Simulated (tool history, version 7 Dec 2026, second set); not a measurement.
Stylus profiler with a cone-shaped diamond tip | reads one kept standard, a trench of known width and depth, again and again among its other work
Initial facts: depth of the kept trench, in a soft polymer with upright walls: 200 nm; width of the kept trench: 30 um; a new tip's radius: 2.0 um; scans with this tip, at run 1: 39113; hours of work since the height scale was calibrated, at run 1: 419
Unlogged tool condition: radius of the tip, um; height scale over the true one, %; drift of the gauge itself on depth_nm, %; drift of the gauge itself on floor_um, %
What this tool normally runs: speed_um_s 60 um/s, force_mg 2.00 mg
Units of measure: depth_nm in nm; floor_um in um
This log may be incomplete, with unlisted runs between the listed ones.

| run | hour | speed_um_s | force_mg | scans with this tip | hours of work since the height scale was calibrated | depth_nm | floor_um |
|---|---|---|---|---|---|---|---|
| 1 | 0.0 | 60 | 2.00 | 39113 | 419 | 202.34 | 26.59 |
|  | 51.6 | new tip fitted, height scale calibrated |
| 2 | 109.8 | 60 | 2.00 | 552 | 41 | 202.64 | 28.02 |
| 3 | 217.8 | 60 | 2.00 | 1576 | 118 | 202.46 | 28.02 |
| 4 | 288.3 | 60 | 3.72 | 2243 | 168 | 203.79 | 27.95 |
| 5 | 359.9 | 60 | 3.72 | 2921 | 219 | 203.95 | 27.92 |
| 6 | 425.4 | 60 | 3.72 | 3542 | 266 | 203.78 | 27.88 |
| 7 | 523.1 | 60 | 1.40 | 4468 | 335 | 201.90 | 27.74 |
| 8 | 632.0 | 60 | 1.40 | 5500 | 413 | 201.93 | 27.74 |
| 9 | 727.4 | 60 | 5.51 | 6403 | 481 | 204.93 | 27.79 |
| 10 | 809.2 | 60 | 5.51 | 7179 | 539 | 204.89 | 27.79 |
|  | 817.8 | height scale calibrated on a step standard |
| 11 | 896.7 | 60 | 2.00 | 8003 | 56 | 202.05 | 27.70 |
| 12 | 980.8 | 60 | 2.00 | 8800 | 116 | 202.22 | 27.66 |
| 13 | 1037.4 | 60 | 2.00 | 9336 | 156 | 202.27 | 27.62 |
|  | 1088.2 | height scale calibrated on a step standard, once more |
| 14 | 1102.7 | 194 | 2.63 | 9950 | 10 | 203.01 | 27.18 |
| 15 | 1155.2 | 96 | 2.62 | 10447 | 48 | 203.09 | 27.48 |
| 16 | 1220.8 | 162 | 2.19 | 11069 | 94 | 202.65 | 27.25 |
| 17 | 1338.5 | 162 | 2.19 | 12185 | 178 | 203.05 | 27.16 |
| 18 | 1438.5 | 126 | 1.09 | 13132 | 249 | 201.77 | 27.08 |
| 19 | 1503.5 | 126 | 1.09 | 13748 | 295 | 201.69 | 27.08 |
| 20 | 1557.4 | 53 | 0.95 | 14259 | 334 | 201.54 | 27.32 |
| 21 | 1606.1 | 18 | 0.69 | 14720 | 368 | 201.26 | 27.50 |
| 22 | 1690.9 | 62 | 3.47 | 15523 | 429 | 203.46 | 27.41 |
| 23 | 1775.2 | 138 | 3.94 | 16323 | 489 | 203.84 | 27.22 |

Estimate the outcome of run 24 from the log above:
| 24 | 1837.6 | 57 | 1.64 | 16914 | 533 | ? | ? |

depth_nm: 202.22 nm
floor_um: 27.27 um
Minus the tool's unlogged condition, the same run would have read depth_nm 202.45 nm, floor_um 28.02 um.
